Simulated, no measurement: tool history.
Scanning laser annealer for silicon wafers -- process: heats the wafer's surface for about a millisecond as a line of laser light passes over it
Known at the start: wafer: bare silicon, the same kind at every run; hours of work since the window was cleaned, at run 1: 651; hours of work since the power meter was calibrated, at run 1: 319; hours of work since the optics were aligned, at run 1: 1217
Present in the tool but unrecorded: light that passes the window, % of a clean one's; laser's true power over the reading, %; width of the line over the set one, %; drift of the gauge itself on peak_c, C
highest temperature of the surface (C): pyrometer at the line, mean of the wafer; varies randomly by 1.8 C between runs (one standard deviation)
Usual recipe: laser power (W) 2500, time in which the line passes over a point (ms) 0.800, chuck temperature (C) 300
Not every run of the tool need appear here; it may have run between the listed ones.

| run | hour | laser power (W) | time in which the line passes over a point (ms) | chuck temperature (C) | hours of work since the window was cleaned | hours of work since the power meter was calibrated | hours of work since the optics were aligned | highest temperature of the surface (C) |
|---|---|---|---|---|---|---|---|---|
| 1 | 0.0 | 2500 | 0.800 | 300 | 651 | 319 | 1217 | 1013 |
|  | 2.9 | window over the wafer cleaned |
| 2 | 12.6 | 2500 | 0.810 | 300 | 8 | 327 | 1226 | 1022 |
| 3 | 25.6 | 2500 | 0.619 | 300 | 18 | 337 | 1236 | 919 |
| 4 | 34.8 | 2500 | 0.619 | 300 | 25 | 345 | 1243 | 919 |
| 5 | 47.5 | 2500 | 0.619 | 300 | 36 | 355 | 1253 | 917 |
| 6 | 61.0 | 2500 | 0.800 | 300 | 46 | 366 | 1264 | 1016 |
| 7 | 73.1 | 2500 | 0.800 | 260 | 56 | 375 | 1274 | 975 |
| 8 | 87.5 | 2500 | 0.800 | 260 | 67 | 387 | 1285 | 973 |
| 9 | 99.7 | 2500 | 0.800 | 260 | 77 | 396 | 1295 | 974 |
| 10 | 113.1 | 2500 | 0.800 | 260 | 88 | 407 | 1306 | 974 |
| 11 | 122.7 | 2500 | 0.800 | 300 | 95 | 415 | 1313 | 1019 |
| 12 | 130.0 | 2386 | 0.800 | 300 | 101 | 421 | 1319 | 981 |
| 13 | 137.6 | 2386 | 0.800 | 300 | 107 | 427 | 1325 | 983 |
| 14 | 148.8 | 2500 | 0.731 | 310 | 116 | 435 | 1334 | 992 |
|  | 162.3 | optics aligned, line set to its width |
| 15 | 163.2 | 2324 | 0.645 | 262 | 124 | 443 | 1 | 846 |
| 16 | 178.2 | 2500 | 0.633 | 300 | 136 | 455 | 13 | 926 |
| 17 | 193.2 | 2702 | 0.989 | 270 | 148 | 467 | 25 | 1144 |
| 18 | 200.5 | 2748 | 0.707 | 263 | 153 | 473 | 30 | 1003 |
| 19 | 207.2 | 2748 | 0.641 | 263 | 159 | 478 | 36 | 956 |
| 20 | 216.4 | 2500 | 0.754 | 277 | 166 | 485 | 43 | 970 |
| 21 | 222.8 | 2585 | 0.748 | 330 | 171 | 490 | 48 | 1041 |
| 22 | 232.9 | 2210 | 0.953 | 332 | 179 | 498 | 56 | 1028 |
| 23 | 244.9 | 2399 | 0.809 | 261 | 189 | 508 | 66 | 952 |
| 24 | 252.4 | 2517 | 0.773 | 311 | 195 | 514 | 72 | 1021 |
| 25 | 262.7 | 2300 | 0.800 | 321 | 203 | 522 | 80 | 975 |

3 options for the next run, each taken on its own from the tool as it stands now. Forecast them:
| A | 273.8 | 2135 | 0.779 | 327 | 212 | 531 | 89 | ? |
| B | 273.8 | 2516 | 0.800 | 321 | 212 | 531 | 89 | ? |
| C | 273.8 | 2682 | 0.636 | 308 | 212 | 531 | 89 | ? |

| run | highest temperature of the surface (C) |
|---|---|
| A | 924 |
| B | 1042 |
| C | 986 |
Without the tool's unlogged condition, the same runs would have read:
| run | highest temperature of the surface (C) |
|---|---|
| A | 924 |
| B | 1042 |
| C | 986 |
